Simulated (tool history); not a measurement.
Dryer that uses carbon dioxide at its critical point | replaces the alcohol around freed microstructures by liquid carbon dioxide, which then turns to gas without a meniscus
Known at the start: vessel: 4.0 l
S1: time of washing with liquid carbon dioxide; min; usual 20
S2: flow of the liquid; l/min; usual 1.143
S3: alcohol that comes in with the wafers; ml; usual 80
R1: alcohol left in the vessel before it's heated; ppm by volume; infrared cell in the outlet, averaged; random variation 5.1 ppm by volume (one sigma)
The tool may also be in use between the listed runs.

run 1 hour=0 | S1=20 S2=1.143 S3=80 | R1=147
run 2 hour=18.1 | S1=12 S2=1.143 S3=80 | R1=915
run 3 hour=38.7 | S1=20 S2=1.143 S3=80 | R1=144
run 4 hour=52.6 | S1=20 S2=1.83 S3=80 | R1=47
run 5 hour=67.8 | S1=20 S2=1.83 S3=80 | R1=56
run 6 hour=81.5 | S1=20 S2=0.71 S3=80 | R1=774
run 7 hour=91.7 | S1=20 S2=0.71 S3=80 | R1=763
run 8 hour=101.7 | S1=20 S2=0.71 S3=80 | R1=765
run 9 hour=117 | S1=20 S2=0.71 S3=80 | R1=761
run 10 hour=126.9 | S1=20 S2=1.143 S3=80 | R1=154
run 11 hour=148.7 | S1=20 S2=1.143 S3=80 | R1=155
run 12 hour=161.3 | S1=20 S2=1.94 S3=80 | R1=54
run 13 hour=175.5 | S1=20 S2=1.06 S3=80 | R1=196
run 14 hour=186 | S1=20 S2=1.06 S3=80 | R1=215
run 15 hour=198.1 | S1=24 S2=1.06 S3=80 | R1=111
run 16 hour=215.3 | S1=20 S2=1.44 S3=115 | R1=101
run 17 hour=229.7 | S1=15 S2=1.44 S3=34 | R1=125
-- hour=232.9 inlet filter changed
run 18 hour=254.6 | S1=18 S2=1.143 S3=74 | R1=184
run 19 hour=275.5 | S1=24 S2=1.143 S3=74 | R1=84

Run 20 comes next. What will it give?
run 20 hour=297.2 | S1=24 S2=1.143 S3=74 | R1=?

R1: 87 ppm by volume
Without the tool's hidden state the same run would have given R1 27 ppm by volume.
